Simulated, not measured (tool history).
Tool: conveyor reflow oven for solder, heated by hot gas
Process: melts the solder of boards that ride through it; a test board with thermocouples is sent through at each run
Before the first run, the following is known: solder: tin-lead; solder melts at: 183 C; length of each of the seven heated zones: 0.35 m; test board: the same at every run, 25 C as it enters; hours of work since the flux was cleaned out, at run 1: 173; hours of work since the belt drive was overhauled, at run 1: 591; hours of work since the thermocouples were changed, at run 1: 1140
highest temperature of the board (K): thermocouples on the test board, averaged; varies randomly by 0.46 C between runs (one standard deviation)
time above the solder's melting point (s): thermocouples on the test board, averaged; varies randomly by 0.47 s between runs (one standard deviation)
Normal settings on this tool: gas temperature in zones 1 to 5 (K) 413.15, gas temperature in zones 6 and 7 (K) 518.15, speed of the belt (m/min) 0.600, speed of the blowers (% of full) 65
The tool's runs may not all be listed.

run    hour  gas temperature in zones 1 to 5 (K)  gas temperature in zones 6 and 7 (K)  speed of the belt (m/min)  speed of the blowers (% of full)  hours of work since the flux was cleaned out  hours of work since the belt drive was overhauled  hours of work since the thermocouples were changed  highest temperature of the board (K)  time above the solder's melting point (s)
  1     0.0                               413.15                                518.15                      0.600                                65                                           173                                                591                                                1140                                497.85                                       57.4
       39.8  -- thermocouples of zones 6 and 7 changed
  2    71.9                               413.15                                518.15                      0.600                                65                                           204                                                621                                                  14                                498.05                                       56.7
      115.6  -- flux residue cleaned out of gas plates and filters
  3   142.3                               413.15                                518.15                      0.600                                65                                            12                                                649                                                  42                                498.45                                       57.6
  4   202.3                               413.15                                518.15                      0.600                                65                                            38                                                675                                                  68                                498.85                                       57.1
  5   273.9                               413.15                                518.15                      0.492                                65                                            69                                                706                                                  99                                503.95                                       74.7
  6   334.9                               413.15                                518.15                      0.600                                65                                            95                                                733                                                 126                                498.35                                       57.5
  7   366.9                               413.15                                518.15                      0.600                                65                                           109                                                747                                                 140                                499.15                                       57.7
  8   415.1                               413.15                                518.15                      0.600                                65                                           130                                                767                                                 160                                497.95                                       57.4
  9   491.2                               413.15                                518.15                      0.598                                65                                           163                                                800                                                 193                                497.95                                       57.8
 10   529.8                               413.15                                518.15                      0.598                                65                                           180                                                817                                                 210                                498.45                                       57.8
      562.9  -- belt drive overhauled, speed set with a stopwatch
 11   605.1                               413.15                                528.15                      0.600                                65                                           210                                                 18                                                 241                                506.65                                       61.4
      633.2  -- flux residue cleaned out of gas plates and filters
 12   643.4                               413.15                                528.15                      0.600                                65                                             4                                                 33                                                 256                                506.75                                       62.5
 13   683.3                               413.15                                528.15                      0.600                                65                                            22                                                 50                                                 273                                506.65                                       61.9
 14   756.8                               413.15                                528.15                      0.600                                65                                            54                                                 82                                                 305                                505.95                                       61.5
 15   831.7                               419.15                                518.15                      0.600                                65                                            86                                                114                                                 337                                499.95                                       59.9
 16   863.8                               419.15                                518.15                      0.600                                65                                           100                                                128                                                 351                                500.05                                       60.1
 17   938.7                               416.15                                518.15                      0.600                                75                                           132                                                161                                                 384                                502.15                                       59.5
 18  1009.8                               416.15                                518.15                      0.600                                75                                           163                                                192                                                 414                                502.35                                       60.9
 19  1068.0                               416.15                                518.15                      0.600                                75                                           188                                                217                                                 440                                501.25                                       60.0
 20  1111.7                               423.15                                518.15                      0.600                                52                                           207                                                236                                                 458                                494.85                                       58.5
     1143.5  -- flux residue cleaned out of gas plates and filters
 21  1162.7                               413.15                                518.15                      0.504                                65                                             8                                                256                                                 478                                503.25                                       73.0
 22  1208.0                               418.15                                508.15                      0.504                                52                                            28                                                275                                                 498                                491.65                                       66.0
 23  1261.5                               406.15                                529.15                      0.605                                81                                            51                                                298                                                 521                                510.75                                       61.2
 24  1299.4                               413.15                                523.15                      0.600                                51                                            68                                                315                                                 538                                496.35                                       56.6
 25  1338.1                               423.15                                510.15                      0.600                                51                                            84                                                332                                                 554                                488.65                                       54.2
 26  1370.7                               423.15                                515.15                      0.600                                86                                            98                                                346                                                 569                                502.75                                       63.4
 27  1410.9                               413.15                                518.15                      0.600                                62                                           116                                                363                                                 586                                496.05                                       56.3
 28  1477.1                               413.15                                518.15                      0.600                                62                                           145                                                392                                                 615                                497.55                                       56.8
 29  1533.2                               405.15                                523.15                      0.598                                65                                           169                                                416                                                 639                                500.55                                       56.8

Take each entry between the runs: how does the hidden state at the last listed run before it differ from the hidden state at the first listed run after it?
Logged between run 1 and run 2: thermocouples of zones 6 and 7 changed (hour 39.8)
  heat that the gas passes to the board, % of a clean oven's: 99.6 -> 99.5; belt's true speed, % of the reading: 99.97 -> 99.96; true gas temperature in zones 6 and 7 over the reading, C: -0.17 -> -0.03
Logged between run 2 and run 3: flux residue cleaned out of gas plates and filters (hour 115.6)
  heat that the gas passes to the board, % of a clean oven's: 99.5 -> 100
Logged between run 10 and run 11: belt drive overhauled, speed set with a stopwatch (hour 562.9)
  heat that the gas passes to the board, % of a clean oven's: 99.6 -> 99.5; belt's true speed, % of the reading: 99.95 -> 100
Logged between run 11 and run 12: flux residue cleaned out of gas plates and filters (hour 633.2)
  heat that the gas passes to the board, % of a clean oven's: 99.5 -> 100; true gas temperature in zones 6 and 7 over the reading, C: -0.06 -> -0.07
Logged between run 20 and run 21: flux residue cleaned out of gas plates and filters (hour 1143.5)
  heat that the gas passes to the board, % of a clean oven's: 99.5 -> 100; belt's true speed, % of the reading: 99.99 -> 99.98
